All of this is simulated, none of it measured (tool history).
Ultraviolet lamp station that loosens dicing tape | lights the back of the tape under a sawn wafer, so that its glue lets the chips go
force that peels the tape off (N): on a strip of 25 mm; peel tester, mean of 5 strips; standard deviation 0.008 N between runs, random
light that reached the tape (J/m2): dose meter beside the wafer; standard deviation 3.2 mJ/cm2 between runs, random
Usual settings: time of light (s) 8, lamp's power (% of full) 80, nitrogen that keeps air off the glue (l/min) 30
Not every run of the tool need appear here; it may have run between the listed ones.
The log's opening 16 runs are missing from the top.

run,hour,time of light (s),lamp's power (% of full),nitrogen that keeps air off the glue (l/min),force that peels the tape off (N),light that reached the tape (J/m2)
17,308.6,8,80,20,0.391,5100
18,322.8,8,80,20,0.390,5080
19,347.9,8,80,20,0.391,5120
20,360.6,12,80,30,0.222,7600
21,375.1,5,94,17,0.833,3740
22,388.0,6,80,11,1.063,3830
23,408.2,12,63,11,0.414,6040
24,429.3,5,88,19,0.905,3550
25,445.7,5,88,19,0.875,3520
26,458.0,4,66,49,1.380,2110
27,478.2,4,66,49,1.429,2100
28,497.6,6,61,30,0.967,2890
29,526.1,6,76,10,1.276,3630
# hour 541.0: window cleaned of glue's vapour
30,544.0,13,80,12,0.245,8320
31,556.0,8,88,15,0.383,5620
32,572.6,8,88,15,0.382,5550
33,596.8,8,88,15,0.381,5560
34,616.7,8,88,15,0.380,5580
35,632.0,8,88,15,0.390,5640
36,650.9,5,69,23,1.303,2740
37,666.6,16,73,23,0.205,9160
38,686.6,8,80,31,0.305,5090

Below are 4 alternative next runs, each starting from the tool's condition after run 38. Predict each:
A,701.5,8,80,17,?,?
B,701.5,15,77,21,?,?
C,701.5,7,67,48,?,?
D,701.5,8,77,31,?,?

run,force that peels the tape off (N),light that reached the tape (J/m2)
A,0.433,5090
B,0.207,9230
C,0.438,3710
D,0.326,4920
Take away the tool's hidden state, keep each run's random variation, and the runs would have read:
run,force that peels the tape off (N),light that reached the tape (J/m2)
A,0.432,5100
B,0.207,9250
C,0.437,3720
D,0.326,4920
